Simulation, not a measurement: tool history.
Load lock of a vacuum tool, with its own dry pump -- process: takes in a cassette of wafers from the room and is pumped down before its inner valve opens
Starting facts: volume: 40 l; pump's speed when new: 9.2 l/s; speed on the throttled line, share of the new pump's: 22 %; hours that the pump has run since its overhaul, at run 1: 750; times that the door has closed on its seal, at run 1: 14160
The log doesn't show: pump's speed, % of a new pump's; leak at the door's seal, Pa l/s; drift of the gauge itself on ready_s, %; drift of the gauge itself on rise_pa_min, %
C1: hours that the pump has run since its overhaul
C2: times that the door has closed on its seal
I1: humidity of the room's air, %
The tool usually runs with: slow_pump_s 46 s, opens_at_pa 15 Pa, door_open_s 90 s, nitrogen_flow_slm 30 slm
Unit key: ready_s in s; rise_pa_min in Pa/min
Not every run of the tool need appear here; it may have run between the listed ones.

Run 1, day 0.000: usual settings; C1 750; C2 14160; I1 48.6. Result: ready_s 75.3 s, rise_pa_min 0.044 Pa/min.
Run 2, day 1.975: usual settings; C1 797; C2 14352; I1 44.8. Result: ready_s 74.0 s, rise_pa_min 0.044 Pa/min.
Run 3, day 5.554: usual settings; C1 883; C2 14700; I1 45.7. Result: ready_s 74.1 s, rise_pa_min 0.040 Pa/min.
Run 4, day 8.108: usual settings but nitrogen_flow_slm 9 slm; C1 945; C2 14948; I1 47.5. Result: ready_s 73.8 s, rise_pa_min 0.069 Pa/min.
Run 5, day 11.038: usual settings but nitrogen_flow_slm 9 slm; C1 1015; C2 15233; I1 45.6. Result: ready_s 74.4 s, rise_pa_min 0.062 Pa/min.
Run 6, day 13.396: usual settings but nitrogen_flow_slm 9 slm; C1 1071; C2 15462; I1 44.1. Result: ready_s 75.3 s, rise_pa_min 0.061 Pa/min.
Run 7, day 15.333: usual settings but nitrogen_flow_slm 9 slm; C1 1118; C2 15650; I1 42.8. Result: ready_s 75.1 s, rise_pa_min 0.063 Pa/min.
Run 8, day 18.258: usual settings; C1 1188; C2 15934; I1 46.9. Result: ready_s 74.9 s, rise_pa_min 0.044 Pa/min.
Run 9, day 20.888: usual settings; C1 1251; C2 16190; I1 46.4. Result: ready_s 74.3 s, rise_pa_min 0.041 Pa/min.
Run 10, day 23.475: usual settings; C1 1313; C2 16441; I1 47.6. Result: ready_s 73.0 s, rise_pa_min 0.039 Pa/min.
Run 11, day 26.292: usual settings; C1 1381; C2 16715; I1 44.9. Result: ready_s 73.8 s, rise_pa_min 0.039 Pa/min.
Run 12, day 29.988: usual settings; C1 1470; C2 17074; I1 45.9. Result: ready_s 74.7 s, rise_pa_min 0.040 Pa/min.
Run 13, day 32.725: usual settings; C1 1535; C2 17340; I1 46.8. Result: ready_s 74.2 s, rise_pa_min 0.034 Pa/min.
Run 14, day 35.012: usual settings; C1 1590; C2 17563; I1 46.4. Result: ready_s 74.0 s, rise_pa_min 0.041 Pa/min.
Run 15, day 37.958: usual settings; C1 1661; C2 17849; I1 47.6. Result: ready_s 75.5 s, rise_pa_min 0.038 Pa/min.
Run 16, day 41.662: usual settings but nitrogen_flow_slm 7 slm; C1 1750; C2 18209; I1 42.7. Result: ready_s 74.4 s, rise_pa_min 0.066 Pa/min.
Run 17, day 45.071: usual settings but nitrogen_flow_slm 7 slm; C1 1832; C2 18540; I1 44.0. Result: ready_s 74.1 s, rise_pa_min 0.064 Pa/min.
Run 18, day 46.675: usual settings but nitrogen_flow_slm 7 slm; C1 1870; C2 18696; I1 40.5. Result: ready_s 74.2 s, rise_pa_min 0.057 Pa/min.
Run 19, day 50.138: usual settings but nitrogen_flow_slm 7 slm; C1 1953; C2 19033; I1 47.9. Result: ready_s 74.6 s, rise_pa_min 0.074 Pa/min.
Run 20, day 53.771: usual settings but opens_at_pa 16 Pa; C1 2040; C2 19386; I1 48.1. Result: ready_s 73.8 s, rise_pa_min 0.042 Pa/min.
Run 21, day 55.554: usual settings but opens_at_pa 16 Pa; C1 2083; C2 19559; I1 47.8. Result: ready_s 73.5 s, rise_pa_min 0.043 Pa/min.
Run 22, day 58.004: usual settings but slow_pump_s 65 s, opens_at_pa 10 Pa, door_open_s 180 s, nitrogen_flow_slm 13 slm; C1 2142; C2 19797; I1 45.0. Result: ready_s 91.0 s, rise_pa_min 0.071 Pa/min.
Run 23, day 61.150: usual settings but slow_pump_s 66 s, door_open_s 101 s, nitrogen_flow_slm 16 slm; C1 2218; C2 20103; I1 44.1. Result: ready_s 89.6 s, rise_pa_min 0.053 Pa/min.
Run 24, day 62.988: usual settings but slow_pump_s 66 s, door_open_s 101 s, nitrogen_flow_slm 16 slm; C1 2262; C2 20282; I1 46.0. Result: ready_s 89.3 s, rise_pa_min 0.057 Pa/min.
Run 25, day 65.929: usual settings but slow_pump_s 66 s, door_open_s 101 s, nitrogen_flow_slm 16 slm; C1 2332; C2 20568; I1 42.9. Result: ready_s 89.7 s, rise_pa_min 0.050 Pa/min.
Run 26, day 69.625: usual settings but nitrogen_flow_slm 13 slm; C1 2421; C2 20927; I1 40.6. Result: ready_s 74.6 s, rise_pa_min 0.053 Pa/min.
Run 27, day 72.579: usual settings but slow_pump_s 86 s, opens_at_pa 12 Pa; C1 2492; C2 21214; I1 45.2. Result: ready_s 107.0 s, rise_pa_min 0.038 Pa/min.
Run 28, day 74.725: usual settings but slow_pump_s 36 s, opens_at_pa 19 Pa, door_open_s 57 s, nitrogen_flow_slm 35 slm; C1 2543; C2 21422; I1 42.6. Result: ready_s 65.9 s, rise_pa_min 0.030 Pa/min.
Run 29, day 76.779: usual settings but slow_pump_s 36 s, opens_at_pa 19 Pa, door_open_s 57 s, nitrogen_flow_slm 35 slm; C1 2593; C2 21622; I1 46.1. Result: ready_s 65.0 s, rise_pa_min 0.034 Pa/min.
Run 30, day 80.100: usual settings but door_open_s 133 s; C1 2672; C2 21945; I1 45.3. Result: ready_s 74.4 s, rise_pa_min 0.046 Pa/min.
Run 31, day 82.975: usual settings but slow_pump_s 35 s, door_open_s 133 s, nitrogen_flow_slm 4 slm; C1 2741; C2 22224; I1 44.5. Result: ready_s 65.8 s, rise_pa_min 0.089 Pa/min.
Run 32, day 85.217: usual settings but slow_pump_s 35 s, door_open_s 133 s, nitrogen_flow_slm 4 slm; C1 2795; C2 22442; I1 48.4. Result: ready_s 65.9 s, rise_pa_min 0.095 Pa/min.
Run 33, day 87.354: usual settings but slow_pump_s 28 s; C1 2846; C2 22650; I1 47.2. Result: ready_s 59.6 s, rise_pa_min 0.043 Pa/min.

Estimate the outcome of run 34 from the log above:
Run 34, day 91.038: usual settings but nitrogen_flow_slm 12 slm; C1 2935; C2 23008; I1 44.1. Result: ready_s ?, rise_pa_min ?.

Logged for run 34: ready_s 75.0 s, rise_pa_min 0.055 Pa/min.
The same run, on a tool lacking any hidden state, would have yielded ready_s 75.0 s, rise_pa_min 0.053 Pa/min.
